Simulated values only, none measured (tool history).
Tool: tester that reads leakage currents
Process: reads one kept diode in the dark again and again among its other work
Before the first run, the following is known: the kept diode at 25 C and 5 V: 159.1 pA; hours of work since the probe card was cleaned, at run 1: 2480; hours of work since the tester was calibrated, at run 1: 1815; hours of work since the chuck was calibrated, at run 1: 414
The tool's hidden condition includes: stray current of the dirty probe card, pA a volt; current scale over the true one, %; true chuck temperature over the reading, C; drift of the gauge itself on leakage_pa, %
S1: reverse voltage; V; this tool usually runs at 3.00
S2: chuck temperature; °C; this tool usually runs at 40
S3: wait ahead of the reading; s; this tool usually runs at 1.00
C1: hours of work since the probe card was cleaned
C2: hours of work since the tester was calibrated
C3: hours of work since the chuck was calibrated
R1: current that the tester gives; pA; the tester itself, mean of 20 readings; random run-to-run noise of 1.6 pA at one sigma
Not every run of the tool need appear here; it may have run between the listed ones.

Run 1, hour 0.0: usual settings; C1 2480; C2 1815; C3 414. Result: R1 558.14 pA.
Run 2, hour 116.1: usual settings; C1 2536; C2 1871; C3 469. Result: R1 560.76 pA.
Run 3, hour 251.6: usual settings; C1 2601; C2 1936; C3 534. Result: R1 565.72 pA.
Run 4, hour 349.5: usual settings but S3 3.31 s; C1 2648; C2 1983; C3 581. Result: R1 566.26 pA.
Run 5, hour 452.8: usual settings but S3 3.31 s; C1 2697; C2 2032; C3 631. Result: R1 570.95 pA.
Run 6, hour 584.3: usual settings but S3 3.31 s; C1 2760; C2 2095; C3 694. Result: R1 575.76 pA.
Run 7, hour 652.0: usual settings but S2 43 °C, S3 0.64 s; C1 2793; C2 2128; C3 726. Result: R1 746.32 pA.
Run 8, hour 713.9: usual settings but S2 43 °C, S3 0.64 s; C1 2822; C2 2157; C3 756. Result: R1 746.29 pA.
Run 9, hour 772.5: usual settings but S2 43 °C, S3 2.50 s; C1 2850; C2 2185; C3 784. Result: R1 748.07 pA.
Run 10, hour 905.8: usual settings but S1 1.89 V, S2 57 °C, S3 2.06 s; C1 2914; C2 2249; C3 848. Result: R1 1984.20 pA.
Run 11, hour 978.3: usual settings but S1 1.89 V, S2 57 °C, S3 2.06 s; C1 2949; C2 2284; C3 882. Result: R1 1978.65 pA.
Run 12, hour 1073.4: usual settings but S1 1.89 V, S2 57 °C, S3 2.06 s; C1 2994; C2 2330; C3 928. Result: R1 1987.48 pA.

For some of the steps in R1 from one run to the next: how much would appear even if the tool had no hidden state, given the settings, what came in and random variation, and how much remains for the hidden state plus any gauge scatter that the measured result and the result without hidden state don't share?
Run 9 -> 10: S1 3.00 -> 1.89, S2 43 -> 57, S3 2.50 -> 2.06. R1 +1236.13 pA: hidden state +118.52, all else +1117.61.
